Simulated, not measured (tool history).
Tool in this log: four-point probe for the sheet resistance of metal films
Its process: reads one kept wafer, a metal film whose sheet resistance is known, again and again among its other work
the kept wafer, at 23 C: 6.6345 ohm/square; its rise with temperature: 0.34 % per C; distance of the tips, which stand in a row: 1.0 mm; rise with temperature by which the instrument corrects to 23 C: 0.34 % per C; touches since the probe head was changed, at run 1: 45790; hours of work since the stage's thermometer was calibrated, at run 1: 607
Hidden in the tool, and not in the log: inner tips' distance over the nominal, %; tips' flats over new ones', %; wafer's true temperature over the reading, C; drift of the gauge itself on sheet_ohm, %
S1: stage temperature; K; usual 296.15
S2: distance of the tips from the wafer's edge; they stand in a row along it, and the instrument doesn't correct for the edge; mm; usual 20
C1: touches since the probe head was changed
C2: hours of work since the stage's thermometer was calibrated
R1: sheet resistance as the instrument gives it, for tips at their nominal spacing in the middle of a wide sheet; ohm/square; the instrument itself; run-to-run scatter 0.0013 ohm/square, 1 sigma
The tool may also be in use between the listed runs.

run,hour,S1,S2,C1,C2,R1
1,0,296.15,20,45790,607,6.587765
2,40.5,296.15,20,47618,631,6.582953
3,101,296.15,20,50345,667,6.583354
4,180.7,296.15,20,53941,715,6.580789
5,218,296.15,20,55625,737,6.579276
6,297.4,307.15,20,59203,785,6.579332
7,366,307.15,20,62300,826,6.576284
# hour 373.9: stage's thermometer calibrated
8,420.7,297.15,3,64745,28,6.930008
9,457.2,296.15,14,66392,50,6.578082
10,521.4,296.15,6,69287,88,6.658986
11,607.6,296.15,6,73175,140,6.655125
12,652.5,308.15,6,75203,167,6.655086
# hour 664.7: stage's thermometer calibrated, once more
13,735.8,291.15,64,78936,43,6.561193

Forecast each of these 4 alternatives for the next run:
A,774.1,293.15,36,80663,65,?
B,774.1,296.15,71,80663,65,?
C,774.1,306.15,7,80663,65,?
D,774.1,305.15,52,80663,65,?

run,R1
A,6.56334
B,6.559357
C,6.633403
D,6.563369
Without the tool's unlogged condition, the same runs would have read:
run,R1
A,6.637806
B,6.633776
C,6.708592
D,6.637826
